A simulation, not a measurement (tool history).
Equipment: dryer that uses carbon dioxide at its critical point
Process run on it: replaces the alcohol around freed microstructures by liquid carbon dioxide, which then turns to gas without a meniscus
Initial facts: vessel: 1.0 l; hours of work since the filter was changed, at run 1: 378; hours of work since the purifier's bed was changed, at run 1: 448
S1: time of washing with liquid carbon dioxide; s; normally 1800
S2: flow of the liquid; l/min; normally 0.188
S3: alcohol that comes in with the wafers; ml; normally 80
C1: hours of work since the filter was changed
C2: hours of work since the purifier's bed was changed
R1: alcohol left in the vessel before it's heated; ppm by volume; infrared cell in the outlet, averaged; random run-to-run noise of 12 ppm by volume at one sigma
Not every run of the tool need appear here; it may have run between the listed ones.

| run | hour | S1 | S2 | S3 | C1 | C2 | R1 |
|---|---|---|---|---|---|---|---|
| 1 | 0.0 | 1800 | 0.188 | 80 | 378 | 448 | 1281 |
| 2 | 14.9 | 1800 | 0.188 | 80 | 390 | 459 | 1321 |
| 3 | 35.0 | 1800 | 0.188 | 80 | 405 | 475 | 1326 |
| 4 | 58.9 | 1800 | 0.188 | 80 | 424 | 493 | 1387 |
| 5 | 85.8 | 1260 | 0.188 | 80 | 445 | 514 | 4780 |
| 6 | 113.0 | 1260 | 0.188 | 80 | 466 | 535 | 4814 |
| 7 | 141.7 | 1740 | 0.188 | 30 | 488 | 557 | 695 |
| 8 | 154.3 | 2820 | 0.250 | 53 | 498 | 567 | 88 |
| 9 | 173.3 | 1080 | 0.139 | 23 | 512 | 582 | 3994 |
| 10 | 192.2 | 1080 | 0.139 | 23 | 527 | 596 | 3911 |
| 11 | 211.2 | 1260 | 0.225 | 62 | 542 | 611 | 2349 |
| 12 | 229.7 | 1260 | 0.225 | 62 | 556 | 625 | 2332 |

Below, some changes in R1 between adjacent runs. For each, the amount present without the hidden state too (settings, incoming material, random variation) and the amount remaining for the hidden state with gauge scatter not shared by both compared results:
Hidden state at play: flow that reaches the vessel past the clogged filter, %; alcohol in the recycled carbon dioxide, ppm; drift of the gauge itself on alcohol_ppm, %.
Run 6 -> 7: S1 1260 -> 1740, S3 80 -> 30. R1 -4119 ppm by volume: hidden state -1465, all else -2654.
